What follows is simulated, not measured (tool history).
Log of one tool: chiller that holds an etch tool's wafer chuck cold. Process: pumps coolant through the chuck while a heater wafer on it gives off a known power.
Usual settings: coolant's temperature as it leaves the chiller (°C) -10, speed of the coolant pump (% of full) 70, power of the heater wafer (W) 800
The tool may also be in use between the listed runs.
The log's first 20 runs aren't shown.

run    hour  coolant's temperature as it leaves the chiller (°C)  speed of the coolant pump (% of full)  power of the heater wafer (W)  hours since the coolant was changed and the channels were flushed  hours since the pump was overhauled  hours since the chiller's thermometer was calibrated  chuck's temperature once it has settled (°C)  how much warmer the coolant comes back (C)
 21  2234.1                                                   -5                                     70                            860                                                               1083                                 3251                                                  2218                                           4.2                                        3.17
 22  2345.8                                                   -5                                     70                            860                                                               1195                                 3363                                                  2330                                           4.2                                        3.27
 23  2455.8                                                   -5                                     70                            860                                                               1305                                 3473                                                  2440                                           4.1                                        3.26
     2469.2  -- coolant pump overhauled
 24  2596.5                                                  -11                                     67                            860                                                               1441                                  127                                                  2575                                            -1                                        3.52
 25  2744.4                                                   -4                                     80                            800                                                               1589                                  275                                                  2723                                             4                                        2.71
 26  2883.3                                                  -19                                     80                           1016                                                               1728                                  414                                                  2862                                          -8.7                                        3.48
 27  2975.7                                                  -19                                     80                           1016                                                               1820                                  507                                                  2955                                          -8.9                                        3.44
 28  3117.7                                                  -15                                     60                            800                                                               1962                                  648                                                  3096                                          -4.3                                        3.69
 29  3183.2                                                  -10                                     70                            430                                                               2027                                  714                                                  3162                                          -5.1                                        1.67
     3238.9  -- coolant pump overhauled, once more
       3279  -- chiller's thermometer calibrated
 30  3335.6                                                  -16                                     78                            793                                                               2174                                   96                                                    57                                          -8.5                                         2.5
 31  3447.3                                                  -16                                     78                            793                                                               2285                                  207                                                   168                                          -8.5                                        2.56
 32  3572.4                                                  -16                                     78                            793                                                               2411                                  333                                                   293                                          -8.4                                         2.5

Forecast each of these 4 alternatives for the next run:
  A  3697.4                                                  -10                                     66                           1068                                                               2536                                  458                                                   418                                             ?                                           ?
  B  3697.4                                                  -16                                     78                            647                                                               2536                                  458                                                   418                                             ?                                           ?
  C  3697.4                                                  -10                                     80                            800                                                               2536                                  458                                                   418                                             ?                                           ?
  D  3697.4                                                  -16                                     93                            793                                                               2536                                  458                                                   418                                             ?                                           ?

run  chuck's temperature once it has settled (°C)  how much warmer the coolant comes back (C)
  A                                           1.9                                        4.03
  B                                          -9.9                                        1.99
  C                                          -2.6                                        2.49
  D                                          -9.6                                        2.05
Without the tool's hidden state the same runs would have given:
run  chuck's temperature once it has settled (°C)  how much warmer the coolant comes back (C)
  A                                           0.9                                        4.02
  B                                         -10.5                                        1.99
  C                                          -3.3                                        2.48
  D                                         -10.2                                        2.05
